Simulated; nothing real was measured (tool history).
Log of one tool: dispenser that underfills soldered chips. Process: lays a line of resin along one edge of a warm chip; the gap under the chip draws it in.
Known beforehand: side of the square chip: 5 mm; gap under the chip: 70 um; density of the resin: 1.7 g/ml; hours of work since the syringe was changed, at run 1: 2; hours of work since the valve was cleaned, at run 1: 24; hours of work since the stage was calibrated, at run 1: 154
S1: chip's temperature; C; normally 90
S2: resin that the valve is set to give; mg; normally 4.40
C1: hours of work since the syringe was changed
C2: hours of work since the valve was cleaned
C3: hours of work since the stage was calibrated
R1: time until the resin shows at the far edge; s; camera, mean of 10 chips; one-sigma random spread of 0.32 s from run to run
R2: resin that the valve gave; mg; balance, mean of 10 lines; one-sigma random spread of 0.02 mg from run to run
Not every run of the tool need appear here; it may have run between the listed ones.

{"run": 1, "hour": 0.0, "S1": 90, "S2": 4.4, "C1": 2, "C2": 24, "C3": 154, "R1": 13.5, "R2": 4.36}
{"run": 2, "hour": 7.3, "S1": 90, "S2": 4.4, "C1": 7, "C2": 28, "C3": 158, "R1": 18.7, "R2": 4.33}
{"hour": 8.6, "done": "new syringe of resin"}
{"run": 3, "hour": 14.9, "S1": 90, "S2": 4.4, "C1": 4, "C2": 33, "C3": 163, "R1": 14.6, "R2": 4.36}
{"hour": 21.2, "done": "new syringe of resin"}
{"run": 4, "hour": 23.0, "S1": 90, "S2": 4.78, "C1": 1, "C2": 38, "C3": 168, "R1": 11.8, "R2": 4.68}
{"run": 5, "hour": 29.2, "S1": 90, "S2": 4.78, "C1": 5, "C2": 42, "C3": 172, "R1": 15.6, "R2": 4.64}
{"hour": 33.9, "done": "new syringe of resin"}
{"run": 6, "hour": 35.7, "S1": 79, "S2": 4.4, "C1": 1, "C2": 46, "C3": 176, "R1": 19.9, "R2": 4.3}
{"run": 7, "hour": 42.3, "S1": 79, "S2": 4.4, "C1": 5, "C2": 50, "C3": 181, "R1": 28.7, "R2": 4.28}
{"hour": 46.7, "done": "new syringe of resin"}
{"hour": 48.2, "done": "dispensing valve cleaned and set on the balance"}
{"run": 8, "hour": 48.2, "S1": 90, "S2": 3.86, "C1": 0, "C2": 0, "C3": 184, "R1": 11.5, "R2": 3.84}
{"run": 9, "hour": 55.5, "S1": 90, "S2": 4.14, "C1": 5, "C2": 5, "C3": 188, "R1": 16.2, "R2": 4.09}

For run 10, what comes out?
{"hour": 60.1, "done": "new syringe of resin"}
{"run": 10, "hour": 61.5, "S1": 104, "S2": 4.23, "C1": 1, "C2": 8, "C3": 192, "R1": "?", "R2": "?"}

Run 10 measured R1 5.6 s, R2 4.24 mg.
With no hidden state in the tool, this same run would have given R1 5.1 s, R2 4.28 mg.

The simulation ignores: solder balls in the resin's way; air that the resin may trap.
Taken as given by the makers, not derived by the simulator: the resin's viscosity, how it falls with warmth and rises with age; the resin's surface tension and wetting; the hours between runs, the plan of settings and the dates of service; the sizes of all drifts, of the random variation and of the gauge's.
